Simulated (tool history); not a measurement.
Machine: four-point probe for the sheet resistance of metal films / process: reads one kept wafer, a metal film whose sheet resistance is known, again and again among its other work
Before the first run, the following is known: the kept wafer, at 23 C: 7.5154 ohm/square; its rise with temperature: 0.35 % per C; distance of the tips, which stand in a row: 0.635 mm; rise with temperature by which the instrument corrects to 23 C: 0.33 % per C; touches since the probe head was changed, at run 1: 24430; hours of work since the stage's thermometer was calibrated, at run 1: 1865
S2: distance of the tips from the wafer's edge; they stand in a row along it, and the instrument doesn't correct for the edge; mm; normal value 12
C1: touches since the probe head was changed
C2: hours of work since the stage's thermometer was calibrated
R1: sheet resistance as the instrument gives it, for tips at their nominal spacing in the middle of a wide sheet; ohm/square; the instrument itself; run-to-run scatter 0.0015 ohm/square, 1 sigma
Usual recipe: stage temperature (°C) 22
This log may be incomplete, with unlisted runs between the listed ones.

Run 1, hour 0.0: usual settings; C1 24430; C2 1865. Result: R1 7.524931 ohm/square.
Run 2, hour 24.4: usual settings; C1 24900; C2 1883. Result: R1 7.522268 ohm/square.
Run 3, hour 46.6: usual settings; C1 25329; C2 1899. Result: R1 7.523454 ohm/square.
Run 4, hour 78.5: usual settings; C1 25946; C2 1922. Result: R1 7.524915 ohm/square.
Run 5, hour 113.4: usual settings; C1 26620; C2 1948. Result: R1 7.526270 ohm/square.
Run 6, hour 127.8: usual settings; C1 26898; C2 1958. Result: R1 7.524131 ohm/square.
Run 7, hour 162.0: usual settings; C1 27558; C2 1983. Result: R1 7.523405 ohm/square.
Run 8, hour 185.3: usual settings but stage temperature (°C) 21, S2 49 mm; C1 28009; C2 2000. Result: R1 7.514632 ohm/square.

What will run 9 give?
Run 9, hour 219.7: usual settings but stage temperature (°C) 19, S2 25 mm; C1 28673; C2 2025. Result: R1 ?.

{"run 9": {"R1": 7.509945}}
The same run, on a tool lacking any hidden state, would have yielded R1 7.510739 ohm/square.
